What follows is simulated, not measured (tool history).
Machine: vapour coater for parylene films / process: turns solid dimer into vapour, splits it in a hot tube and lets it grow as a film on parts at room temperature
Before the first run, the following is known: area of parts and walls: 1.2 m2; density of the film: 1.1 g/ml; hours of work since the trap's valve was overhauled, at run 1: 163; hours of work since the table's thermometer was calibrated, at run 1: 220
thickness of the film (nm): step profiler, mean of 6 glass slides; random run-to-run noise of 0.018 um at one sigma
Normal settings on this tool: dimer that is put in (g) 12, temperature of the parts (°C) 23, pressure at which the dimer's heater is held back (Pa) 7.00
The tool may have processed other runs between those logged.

run	hour	dimer that is put in (g)	temperature of the parts (°C)	pressure at which the dimer's heater is held back (Pa)	hours of work since the trap's valve was overhauled	hours of work since the table's thermometer was calibrated	thickness of the film (nm)
1	0.0	12	23	7.00	163	220	6000
2	44.4	12	23	7.00	183	241	5980
3	77.1	12	23	7.00	198	255	5960
4	109.9	12	23	7.00	213	270	5960
5	165.5	12	23	7.00	238	296	5960
6	237.5	12	23	7.00	271	328	5890
7	279.4	12	23	7.00	290	347	5870
8	325.7	12	23	7.00	311	368	5860
# hour 376.7: trap's valve overhauled
9	393.3	12	23	7.00	8	397	6260
10	446.4	12	23	7.00	32	421	6220
11	493.5	12	23	7.00	53	443	6210
12	561.4	12	23	7.00	84	474	6160
13	599.1	12	23	7.00	101	491	6140
14	628.2	5	23	7.00	114	504	2550
15	661.5	12	23	7.00	129	519	6090
16	702.6	6	17	2.21	148	538	4320
17	740.0	11	30	4.99	165	555	4420
18	789.0	16	21	5.03	187	577	9000
19	846.3	12	23	2.38	213	603	6760
20	887.7	6	17	7.00	232	622	3780
21	940.1	17	21	3.93	256	646	9760
22	975.2	15	23	2.43	272	662	8340
23	1022.8	15	23	2.43	294	683	8360
24	1089.3	5	28	5.41	324	714	2090
# hour 1111.3: trap's valve overhauled
25	1164.0	10	23	7.00	24	746	5180
26	1225.4	5	31	5.56	52	774	1940
27	1283.6	12	23	9.29	78	800	5990
28	1342.6	13	19	7.85	105	827	7680
29	1414.8	22	31	3.32	138	860	8890

Branching from run 29: 5 alternative next runs. What would each branch give?
A	1448.3	11	30	5.20	153	875	?
B	1448.3	12	32	2.84	153	875	?
C	1448.3	22	31	4.22	153	875	?
D	1448.3	9	22	2.10	153	875	?
E	1448.3	10	26	7.53	153	875	?

run	thickness of the film (nm)
A	4410
B	4750
C	8620
D	5380
E	4510
With the hidden condition removed and each run's random variation left untouched, the same runs would have given:
run	thickness of the film (nm)
A	4460
B	4800
C	8720
D	5440
E	4560
